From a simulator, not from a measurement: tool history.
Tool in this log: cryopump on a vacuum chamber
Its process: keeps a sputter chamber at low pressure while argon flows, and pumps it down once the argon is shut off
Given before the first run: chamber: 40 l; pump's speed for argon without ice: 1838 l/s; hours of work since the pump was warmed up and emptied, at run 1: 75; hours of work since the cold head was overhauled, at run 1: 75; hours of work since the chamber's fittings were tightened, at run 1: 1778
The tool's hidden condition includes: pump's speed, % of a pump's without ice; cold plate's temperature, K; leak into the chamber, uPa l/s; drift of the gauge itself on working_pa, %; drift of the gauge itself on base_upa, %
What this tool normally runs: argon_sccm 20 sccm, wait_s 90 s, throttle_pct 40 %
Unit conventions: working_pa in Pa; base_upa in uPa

run	hour	argon_sccm	wait_s	throttle_pct	hours of work since the pump was warmed up and emptied	hours of work since the cold head was overhauled	hours of work since the chamber's fittings were tightened	working_pa	base_upa
1	0	20	90	40	75	75	1778	0.0464	1.28
2	39.9	20	90	40	108	108	1811	0.0461	1.31
3	78.8	20	90	22	140	140	1843	0.0843	1.36
4	111.7	20	90	40	167	167	1870	0.0478	1.43
5	164.8	20	90	40	211	211	1914	0.0479	1.4
6	215.3	20	90	40	252	252	1955	0.0472	1.52
7	251.6	31	71	16	282	282	1985	0.1806	1.56
8	276.1	12	58	42	302	302	2005	0.0272	1.64
9	316.4	19	28	27	335	335	2038	0.0672	2.09
10	354.8	15	265	27	367	367	2070	0.0535	1.41
11	406.6	15	265	27	410	410	2113	0.0527	1.39
12	433.4	20	52	28	432	432	2135	0.0682	1.83

What if the next run were any one of these 5? Each begins from the tool's condition after run 12:
A	484.7	38	162	28	474	474	2177	?	?
B	484.7	13	25	48	474	474	2177	?	?
C	484.7	15	38	39	474	474	2177	?	?
D	484.7	18	52	49	474	474	2177	?	?
E	484.7	10	31	54	474	474	2177	?	?

run	working_pa	base_upa
A	0.1305	1.53
B	0.0267	2.28
C	0.0374	2.07
D	0.0369	1.78
E	0.0185	2.08
Take away the tool's hidden state, keep each run's random variation, and the runs would have read:
run	working_pa	base_upa
A	0.1243	0.26
B	0.0246	1.03
C	0.0349	0.8
D	0.0339	0.54
E	0.0169	0.84
